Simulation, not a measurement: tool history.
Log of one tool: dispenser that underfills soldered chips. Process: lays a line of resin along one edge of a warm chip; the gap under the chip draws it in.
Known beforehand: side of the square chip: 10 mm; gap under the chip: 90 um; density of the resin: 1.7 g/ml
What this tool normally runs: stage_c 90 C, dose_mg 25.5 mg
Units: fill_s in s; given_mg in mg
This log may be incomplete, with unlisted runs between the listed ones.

{"run": 1, "hour": 0.0, "stage_c": 90, "dose_mg": 25.5, "fill_s": 62.3, "given_mg": 24.7}
{"hour": 5.5, "done": "new syringe of resin"}
{"run": 2, "hour": 9.8, "stage_c": 90, "dose_mg": 25.5, "fill_s": 61.2, "given_mg": 24.61}
{"hour": 17.7, "done": "new syringe of resin"}
{"run": 3, "hour": 20.6, "stage_c": 90, "dose_mg": 25.5, "fill_s": 55.5, "given_mg": 24.47}
{"run": 4, "hour": 27.1, "stage_c": 90, "dose_mg": 25.5, "fill_s": 68.5, "given_mg": 24.38}
{"hour": 29.2, "done": "new syringe of resin"}
{"run": 5, "hour": 34.7, "stage_c": 90, "dose_mg": 25.5, "fill_s": 62.4, "given_mg": 24.39}
{"hour": 41.3, "done": "new syringe of resin"}
{"run": 6, "hour": 43.3, "stage_c": 90, "dose_mg": 26.1, "fill_s": 53.8, "given_mg": 24.78}
{"run": 7, "hour": 50.8, "stage_c": 90, "dose_mg": 26.1, "fill_s": 66.7, "given_mg": 24.95}
{"hour": 52.7, "done": "new syringe of resin"}
{"hour": 61.3, "done": "dispensing valve cleaned and set on the balance"}
{"run": 8, "hour": 63.7, "stage_c": 90, "dose_mg": 25.5, "fill_s": 71.5, "given_mg": 25.54}
{"hour": 65.0, "done": "new syringe of resin"}
{"run": 9, "hour": 73.9, "stage_c": 90, "dose_mg": 26.7, "fill_s": 68.8, "given_mg": 26.4}
{"hour": 76.7, "done": "new syringe of resin"}
{"run": 10, "hour": 79.9, "stage_c": 90, "dose_mg": 26.7, "fill_s": 57.6, "given_mg": 26.42}
{"hour": 88.2, "done": "new syringe of resin"}
{"run": 11, "hour": 89.1, "stage_c": 77, "dose_mg": 26.7, "fill_s": 94.1, "given_mg": 26.37}
{"run": 12, "hour": 99.1, "stage_c": 77, "dose_mg": 30, "fill_s": 123.5, "given_mg": 29.21}
{"hour": 100.3, "done": "new syringe of resin"}
{"run": 13, "hour": 106.9, "stage_c": 77, "dose_mg": 30, "fill_s": 109.6, "given_mg": 29.23}
{"hour": 111.8, "done": "new syringe of resin"}
{"run": 14, "hour": 119.2, "stage_c": 77, "dose_mg": 30, "fill_s": 113.6, "given_mg": 29.23}
{"hour": 123.3, "done": "new syringe of resin"}
{"run": 15, "hour": 127.9, "stage_c": 77, "dose_mg": 30, "fill_s": 104, "given_mg": 28.98}
{"hour": 134.8, "done": "new syringe of resin"}
{"run": 16, "hour": 134.8, "stage_c": 77, "dose_mg": 30, "fill_s": 90.9, "given_mg": 28.98}
{"run": 17, "hour": 140.5, "stage_c": 77, "dose_mg": 30, "fill_s": 107.6, "given_mg": 29.01}
{"hour": 146.4, "done": "new syringe of resin"}
{"run": 18, "hour": 148.9, "stage_c": 77, "dose_mg": 31.7, "fill_s": 97.1, "given_mg": 30.41}
{"run": 19, "hour": 157.2, "stage_c": 105, "dose_mg": 23.7, "fill_s": 39.2, "given_mg": 22.71}
{"hour": 158.3, "done": "new syringe of resin"}
{"run": 20, "hour": 168.9, "stage_c": 92, "dose_mg": 27.1, "fill_s": 64.4, "given_mg": 25.87}
{"hour": 169.8, "done": "new syringe of resin"}
{"run": 21, "hour": 179.9, "stage_c": 90, "dose_mg": 25.9, "fill_s": 70.1, "given_mg": 24.55}
{"hour": 181.4, "done": "new syringe of resin"}
{"run": 22, "hour": 188.5, "stage_c": 100, "dose_mg": 26.8, "fill_s": 41.2, "given_mg": 25.32}
{"hour": 190.1, "done": "dispensing valve cleaned and set on the balance"}
{"hour": 194.3, "done": "new syringe of resin"}
{"run": 23, "hour": 195.1, "stage_c": 76, "dose_mg": 22.4, "fill_s": 100.3, "given_mg": 22.63}
{"run": 24, "hour": 203.1, "stage_c": 101, "dose_mg": 23.3, "fill_s": 42.6, "given_mg": 23.29}
{"hour": 205.8, "done": "new syringe of resin"}
{"run": 25, "hour": 212.2, "stage_c": 91, "dose_mg": 28.6, "fill_s": 59.1, "given_mg": 28.18}
{"hour": 217.6, "done": "stage's temperature calibrated"}
{"hour": 218.9, "done": "new syringe of resin"}
{"run": 26, "hour": 219.6, "stage_c": 91, "dose_mg": 28.6, "fill_s": 52.3, "given_mg": 28.4}
{"run": 27, "hour": 227.6, "stage_c": 88, "dose_mg": 24.5, "fill_s": 76.8, "given_mg": 24.23}
{"hour": 230.7, "done": "new syringe of resin"}
{"run": 28, "hour": 238.9, "stage_c": 92, "dose_mg": 25.5, "fill_s": 63.5, "given_mg": 25.1}

Alternative continuations, all from the tool just after run 28; predict every row:
{"hour": 242.0, "done": "new syringe of resin"}
{"run": "A", "hour": 250.7, "stage_c": 83, "dose_mg": 27.6, "fill_s": "?", "given_mg": "?"}
{"hour": 242.0, "done": "new syringe of resin"}
{"run": "B", "hour": 250.7, "stage_c": 83, "dose_mg": 29.9, "fill_s": "?", "given_mg": "?"}
{"hour": 242.0, "done": "new syringe of resin"}
{"run": "C", "hour": 250.7, "stage_c": 93, "dose_mg": 25.5, "fill_s": "?", "given_mg": "?"}
{"hour": 242.0, "done": "new syringe of resin"}
{"run": "D", "hour": 250.7, "stage_c": 89, "dose_mg": 25.5, "fill_s": "?", "given_mg": "?"}

run=A fill_s=93.1 given_mg=27.12
run=B fill_s=96.6 given_mg=28.85
run=C fill_s=60.9 given_mg=24.93
run=D fill_s=72.1 given_mg=24.86
What these runs would have given with no unlogged condition in the tool:
run=A fill_s=71.4 given_mg=27.73
run=B fill_s=74.4 given_mg=29.5
run=C fill_s=46.8 given_mg=25.49
run=D fill_s=55.3 given_mg=25.42
